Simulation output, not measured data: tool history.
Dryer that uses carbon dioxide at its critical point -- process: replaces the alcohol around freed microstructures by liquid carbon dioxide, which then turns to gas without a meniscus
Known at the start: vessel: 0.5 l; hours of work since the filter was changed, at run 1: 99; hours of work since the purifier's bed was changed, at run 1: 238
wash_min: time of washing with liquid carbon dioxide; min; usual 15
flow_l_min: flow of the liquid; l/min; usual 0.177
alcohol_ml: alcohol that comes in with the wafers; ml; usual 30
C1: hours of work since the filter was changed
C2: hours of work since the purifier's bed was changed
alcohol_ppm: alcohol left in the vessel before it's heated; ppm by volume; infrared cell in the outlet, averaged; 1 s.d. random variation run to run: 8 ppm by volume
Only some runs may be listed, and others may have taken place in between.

{"run": 1, "hour": 0.0, "wash_min": 15, "flow_l_min": 0.177, "alcohol_ml": 30, "C1": 99, "C2": 238, "alcohol_ppm": 620}
{"run": 2, "hour": 11.8, "wash_min": 15, "flow_l_min": 0.177, "alcohol_ml": 30, "C1": 106, "C2": 245, "alcohol_ppm": 659}
{"run": 3, "hour": 27.8, "wash_min": 15, "flow_l_min": 0.177, "alcohol_ml": 30, "C1": 116, "C2": 254, "alcohol_ppm": 668}
{"run": 4, "hour": 37.2, "wash_min": 15, "flow_l_min": 0.177, "alcohol_ml": 57, "C1": 121, "C2": 260, "alcohol_ppm": 1251}
{"run": 5, "hour": 47.9, "wash_min": 15, "flow_l_min": 0.177, "alcohol_ml": 28, "C1": 128, "C2": 266, "alcohol_ppm": 658}
{"run": 6, "hour": 61.6, "wash_min": 15, "flow_l_min": 0.177, "alcohol_ml": 28, "C1": 136, "C2": 274, "alcohol_ppm": 676}
{"run": 7, "hour": 75.9, "wash_min": 15, "flow_l_min": 0.177, "alcohol_ml": 28, "C1": 144, "C2": 283, "alcohol_ppm": 672}
{"run": 8, "hour": 86.9, "wash_min": 15, "flow_l_min": 0.177, "alcohol_ml": 28, "C1": 151, "C2": 289, "alcohol_ppm": 707}
{"run": 9, "hour": 96.5, "wash_min": 15, "flow_l_min": 0.177, "alcohol_ml": 28, "C1": 156, "C2": 295, "alcohol_ppm": 721}
{"run": 10, "hour": 108.0, "wash_min": 15, "flow_l_min": 0.169, "alcohol_ml": 28, "C1": 163, "C2": 302, "alcohol_ppm": 908}
{"run": 11, "hour": 118.6, "wash_min": 15, "flow_l_min": 0.169, "alcohol_ml": 28, "C1": 170, "C2": 308, "alcohol_ppm": 888}
{"run": 12, "hour": 131.1, "wash_min": 15, "flow_l_min": 0.169, "alcohol_ml": 28, "C1": 177, "C2": 316, "alcohol_ppm": 950}
{"run": 13, "hour": 143.1, "wash_min": 15, "flow_l_min": 0.169, "alcohol_ml": 28, "C1": 184, "C2": 323, "alcohol_ppm": 948}
{"run": 14, "hour": 155.1, "wash_min": 15, "flow_l_min": 0.177, "alcohol_ml": 30, "C1": 191, "C2": 330, "alcohol_ppm": 898}
{"run": 15, "hour": 167.1, "wash_min": 18, "flow_l_min": 0.12, "alcohol_ml": 30, "C1": 198, "C2": 337, "alcohol_ppm": 1860}
{"run": 16, "hour": 176.3, "wash_min": 24, "flow_l_min": 0.293, "alcohol_ml": 50, "C1": 204, "C2": 342, "alcohol_ppm": 48}
{"run": 17, "hour": 185.4, "wash_min": 14, "flow_l_min": 0.158, "alcohol_ml": 96, "C1": 209, "C2": 348, "alcohol_ppm": 5643}
{"run": 18, "hour": 194.7, "wash_min": 10, "flow_l_min": 0.158, "alcohol_ml": 73, "C1": 215, "C2": 353, "alcohol_ppm": 12045}
{"run": 19, "hour": 205.0, "wash_min": 11, "flow_l_min": 0.252, "alcohol_ml": 23, "C1": 221, "C2": 359, "alcohol_ppm": 669}
{"hour": 214.0, "done": "inlet filter changed"}
{"run": 20, "hour": 216.6, "wash_min": 10, "flow_l_min": 0.133, "alcohol_ml": 32, "C1": 2, "C2": 366, "alcohol_ppm": 5304}
{"run": 21, "hour": 232.1, "wash_min": 10, "flow_l_min": 0.133, "alcohol_ml": 32, "C1": 11, "C2": 375, "alcohol_ppm": 5438}
{"run": 22, "hour": 246.8, "wash_min": 12, "flow_l_min": 0.197, "alcohol_ml": 30, "C1": 19, "C2": 384, "alcohol_ppm": 857}
{"run": 23, "hour": 260.5, "wash_min": 24, "flow_l_min": 0.197, "alcohol_ml": 28, "C1": 28, "C2": 392, "alcohol_ppm": 67}
{"run": 24, "hour": 268.0, "wash_min": 9, "flow_l_min": 0.108, "alcohol_ml": 29, "C1": 32, "C2": 396, "alcohol_ppm": 9709}
{"run": 25, "hour": 277.2, "wash_min": 9, "flow_l_min": 0.108, "alcohol_ml": 94, "C1": 37, "C2": 402, "alcohol_ppm": 31453}
{"run": 26, "hour": 287.8, "wash_min": 9, "flow_l_min": 0.108, "alcohol_ml": 94, "C1": 44, "C2": 408, "alcohol_ppm": 31827}
{"run": 27, "hour": 298.3, "wash_min": 15, "flow_l_min": 0.177, "alcohol_ml": 33, "C1": 50, "C2": 414, "alcohol_ppm": 632}

Forecast each of these 5 alternatives for the next run:
{"run": "A", "hour": 310.5, "wash_min": 15, "flow_l_min": 0.177, "alcohol_ml": 59, "C1": 57, "C2": 421, "alcohol_ppm": "?"}
{"run": "B", "hour": 310.5, "wash_min": 16, "flow_l_min": 0.177, "alcohol_ml": 21, "C1": 57, "C2": 421, "alcohol_ppm": "?"}
{"run": "C", "hour": 310.5, "wash_min": 16, "flow_l_min": 0.177, "alcohol_ml": 115, "C1": 57, "C2": 421, "alcohol_ppm": "?"}
{"run": "D", "hour": 310.5, "wash_min": 15, "flow_l_min": 0.114, "alcohol_ml": 33, "C1": 57, "C2": 421, "alcohol_ppm": "?"}
{"run": "E", "hour": 310.5, "wash_min": 15, "flow_l_min": 0.182, "alcohol_ml": 30, "C1": 57, "C2": 421, "alcohol_ppm": "?"}

run=A alcohol_ppm=1103
run=B alcohol_ppm=342
run=C alcohol_ppm=1560
run=D alcohol_ppm=3096
run=E alcohol_ppm=544
Had the tool no hidden state, the same runs would have come out as:
run=A alcohol_ppm=794
run=B alcohol_ppm=208
run=C alcohol_ppm=1124
run=D alcohol_ppm=2541
run=E alcohol_ppm=365
